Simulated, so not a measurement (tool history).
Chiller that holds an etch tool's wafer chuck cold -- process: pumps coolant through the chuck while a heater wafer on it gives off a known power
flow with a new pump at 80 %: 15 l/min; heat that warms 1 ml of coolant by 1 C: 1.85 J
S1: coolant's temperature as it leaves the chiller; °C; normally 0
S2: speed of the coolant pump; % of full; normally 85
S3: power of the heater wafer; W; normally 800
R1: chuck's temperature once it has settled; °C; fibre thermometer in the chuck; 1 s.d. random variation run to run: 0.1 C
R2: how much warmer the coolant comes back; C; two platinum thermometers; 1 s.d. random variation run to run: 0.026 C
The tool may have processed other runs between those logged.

Run 1, hour 0: usual settings. Result: R1 8.8 °C, R2 1.59 C.
Run 2, hour 61.8: usual settings. Result: R1 8.9 °C, R2 1.64 C.
Run 3, hour 98.1: usual settings but S1 -7 °C. Result: R1 1.8 °C, R2 1.63 C.
Run 4, hour 153: usual settings but S1 -3 °C. Result: R1 6.1 °C, R2 1.64 C.
Run 5, hour 201.9: usual settings but S1 -3 °C, S2 74 % of full. Result: R1 6.6 °C, R2 1.89 C.
Run 6, hour 231.7: usual settings but S3 653 W. Result: R1 7 °C, R2 1.29 C.
Run 7, hour 287.4: usual settings but S3 653 W. Result: R1 7.4 °C, R2 1.29 C.
Run 8, hour 320.1: usual settings but S3 438 W. Result: R1 4.9 °C, R2 0.88 C.
Run 9, hour 349: usual settings. Result: R1 8.9 °C, R2 1.58 C.
Run 10, hour 391.8: usual settings. Result: R1 8.9 °C, R2 1.6 C.
Run 11, hour 429.3: usual settings but S1 -3 °C. Result: R1 6 °C, R2 1.63 C.
Run 12, hour 473.4: usual settings. Result: R1 8.8 °C, R2 1.62 C.
Run 13, hour 506.3: usual settings. Result: R1 8.9 °C, R2 1.59 C.
Run 14, hour 565: usual settings. Result: R1 8.7 °C, R2 1.55 C.
At hour 587.9: chiller's thermometer calibrated.
Run 15, hour 603.5: usual settings. Result: R1 8.9 °C, R2 1.63 C.
Run 16, hour 630.4: usual settings. Result: R1 8.9 °C, R2 1.55 C.
Run 17, hour 667.9: usual settings but S1 9 °C, S3 531 W. Result: R1 14.9 °C, R2 1.01 C.
Run 18, hour 694.3: usual settings but S1 9 °C, S3 531 W. Result: R1 14.8 °C, R2 0.97 C.
Run 19, hour 733.7: usual settings but S1 -4 °C, S2 62 % of full, S3 640 W. Result: R1 4.7 °C, R2 1.78 C.
At hour 756.4: coolant changed, channels flushed.
Run 20, hour 765.9: usual settings but S1 -6 °C, S3 415 W. Result: R1 -1.4 °C, R2 0.79 C.
Run 21, hour 816.7: usual settings but S1 -6 °C, S3 415 W. Result: R1 -1.4 °C, R2 0.78 C.
Run 22, hour 868.2: usual settings but S1 1 °C, S3 824 W. Result: R1 10.1 °C, R2 1.6 C.
Run 23, hour 926.8: usual settings but S1 -3 °C. Result: R1 5.6 °C, R2 1.56 C.
Run 24, hour 956.1: usual settings but S1 -3 °C, S2 63 % of full, S3 1120 W. Result: R1 11.9 °C, R2 3.07 C.
Run 25, hour 1001.5: usual settings but S1 9 °C, S2 61 % of full. Result: R1 20.1 °C, R2 2.24 C.
Run 26, hour 1051: usual settings but S1 9 °C, S2 61 % of full. Result: R1 19.9 °C, R2 2.24 C.
Run 27, hour 1102.1: usual settings but S1 9 °C, S2 61 % of full. Result: R1 20 °C, R2 2.23 C.
Run 28, hour 1149.7: usual settings but S1 -3 °C, S2 78 % of full, S3 489 W. Result: R1 2.8 °C, R2 0.99 C.
Run 29, hour 1180.9: usual settings but S1 -6 °C, S2 82 % of full. Result: R1 2.9 °C, R2 1.56 C.

Forecast run 30:
Run 30, hour 1220.8: usual settings but S1 -6 °C, S2 82 % of full. Result: R1 ?, R2 ?.

{"run 30": {"R1": 3.1, "R2": 1.57}}
On a tool with no hidden condition, and with the same random variation, this run would have come out at R1 3 °C, R2 1.69 C.

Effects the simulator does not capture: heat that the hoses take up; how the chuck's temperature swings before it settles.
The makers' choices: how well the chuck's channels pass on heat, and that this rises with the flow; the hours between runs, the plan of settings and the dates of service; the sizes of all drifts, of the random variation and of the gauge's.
